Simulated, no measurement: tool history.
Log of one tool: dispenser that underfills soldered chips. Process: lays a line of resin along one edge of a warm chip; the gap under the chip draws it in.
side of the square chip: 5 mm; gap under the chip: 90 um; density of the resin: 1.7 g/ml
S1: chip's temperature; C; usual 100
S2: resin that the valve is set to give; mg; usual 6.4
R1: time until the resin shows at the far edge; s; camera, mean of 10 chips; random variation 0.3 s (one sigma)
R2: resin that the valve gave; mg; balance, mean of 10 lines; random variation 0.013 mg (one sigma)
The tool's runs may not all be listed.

Run 1, hour 0: usual settings. Result: R1 5.4 s, R2 6.3 mg.
Run 2, hour 9.3: usual settings. Result: R1 7.3 s, R2 6.27 mg.
At hour 15.8: new syringe of resin.
At hour 16.8: dispensing valve cleaned and set on the balance.
At hour 19.5: stage's temperature calibrated.
Run 3, hour 25.2: usual settings. Result: R1 7 s, R2 6.4 mg.
At hour 35.2: new syringe of resin.
Run 4, hour 39.8: usual settings. Result: R1 6 s, R2 6.4 mg.
At hour 52: new syringe of resin.
Run 5, hour 52: usual settings. Result: R1 5.2 s, R2 6.33 mg.
Run 6, hour 61.1: usual settings but S2 5.91 mg. Result: R1 6.8 s, R2 5.82 mg.
At hour 68.7: new syringe of resin.
Run 7, hour 72.7: usual settings but S1 90 C. Result: R1 8 s, R2 6.28 mg.
At hour 81.7: dispensing valve cleaned and set on the balance.
Run 8, hour 81.7: usual settings but S1 90 C. Result: R1 10.3 s, R2 6.39 mg.
At hour 86.7: new syringe of resin.
Run 9, hour 88.4: usual settings but S2 7.01 mg. Result: R1 5.7 s, R2 7.01 mg.
Run 10, hour 102.2: usual settings but S2 7.01 mg. Result: R1 8.1 s, R2 6.96 mg.
At hour 103.4: new syringe of resin.
Run 11, hour 116.9: usual settings but S2 7.06 mg. Result: R1 7.5 s, R2 6.99 mg.
At hour 121: new syringe of resin.
Run 12, hour 127.1: usual settings but S1 86 C. Result: R1 10.1 s, R2 6.32 mg.
Run 13, hour 135.1: usual settings but S1 101 C. Result: R1 7.7 s, R2 6.29 mg.
At hour 138.1: new syringe of resin.
At hour 145.4: dispensing valve cleaned and set on the balance.
Run 14, hour 146.6: usual settings but S1 101 C. Result: R1 6.4 s, R2 6.39 mg.
Run 15, hour 153.1: usual settings but S1 101 C. Result: R1 7.7 s, R2 6.38 mg.
At hour 156.3: new syringe of resin.
Run 16, hour 163.2: usual settings. Result: R1 6.6 s, R2 6.37 mg.
Run 17, hour 172.3: usual settings. Result: R1 8.4 s, R2 6.34 mg.
At hour 173.4: new syringe of resin.
Run 18, hour 178.7: usual settings. Result: R1 6.3 s, R2 6.32 mg.
Run 19, hour 187.3: usual settings. Result: R1 8.3 s, R2 6.31 mg.
At hour 191.1: new syringe of resin.
Run 20, hour 199.1: usual settings but S1 90 C, S2 5.71 mg. Result: R1 9.1 s, R2 5.59 mg.
Run 21, hour 207: usual settings but S1 90 C, S2 5.71 mg. Result: R1 11.8 s, R2 5.6 mg.
At hour 208.5: new syringe of resin.
At hour 209.5: dispensing valve cleaned and set on the balance.
Run 22, hour 216.7: usual settings but S1 92 C. Result: R1 8.6 s, R2 6.41 mg.
At hour 226.5: new syringe of resin.
Run 23, hour 230: usual settings. Result: R1 6.1 s, R2 6.37 mg.
Run 24, hour 239.5: usual settings but S1 94 C, S2 5.92 mg. Result: R1 9.5 s, R2 5.88 mg.
At hour 243.5: new syringe of resin.
Run 25, hour 252.6: usual settings but S1 104 C, S2 5.58 mg. Result: R1 6.4 s, R2 5.52 mg.
At hour 260.2: new syringe of resin.
Run 26, hour 264.6: usual settings but S1 91 C, S2 7.36 mg. Result: R1 8.5 s, R2 7.25 mg.
At hour 272.8: dispensing valve cleaned and set on the balance.
At hour 278.4: new syringe of resin.
Run 27, hour 279.7: usual settings but S1 93 C, S2 7.3 mg. Result: R1 7.6 s, R2 7.3 mg.
Run 28, hour 291.6: usual settings but S1 92 C, S2 8.13 mg. Result: R1 10.2 s, R2 8.09 mg.
At hour 295.3: new syringe of resin.
Run 29, hour 298.1: usual settings but S1 92 C, S2 8.13 mg. Result: R1 8 s, R2 8.07 mg.
Run 30, hour 311.3: usual settings but S1 92 C, S2 8.13 mg. Result: R1 10.7 s, R2 8 mg.
At hour 312.9: new syringe of resin.
Run 31, hour 322.7: usual settings but S1 108 C, S2 7.02 mg. Result: R1 5.6 s, R2 6.9 mg.
At hour 329.6: new syringe of resin.
Run 32, hour 331.3: usual settings but S1 88 C, S2 5.41 mg. Result: R1 8.9 s, R2 5.29 mg.
At hour 336.8: dispensing valve cleaned and set on the balance.
Run 33, hour 342.2: usual settings but S1 88 C, S2 5.41 mg. Result: R1 11.3 s, R2 5.4 mg.
At hour 347.7: new syringe of resin.
Run 34, hour 350.9: usual settings but S1 103 C, S2 8.22 mg. Result: R1 5.2 s, R2 8.18 mg.
Run 35, hour 360: usual settings but S1 103 C, S2 8.22 mg. Result: R1 6.7 s, R2 8.12 mg.
At hour 365.5: new syringe of resin.
Run 36, hour 372.7: usual settings but S1 109 C, S2 8.22 mg. Result: R1 4.7 s, R2 8.11 mg.

Forecast each of these 3 alternatives for the next run:
Run A, hour 380.3: usual settings but S1 107 C, S2 7.93 mg. Result: R1 ?, R2 ?.
Run B, hour 380.3: usual settings but S1 108 C, S2 8.22 mg. Result: R1 ?, R2 ?.
Run C, hour 380.3: usual settings but S1 107 C, S2 6.09 mg. Result: R1 ?, R2 ?.

run   R1    R2
  A    7  7.83
  B  6.1  8.11
  C  6.5  6.01
Without the tool's hidden state the same runs would have given:
run   R1    R2
  A  4.8  7.95
  B    4  8.23
  C  4.3   6.1
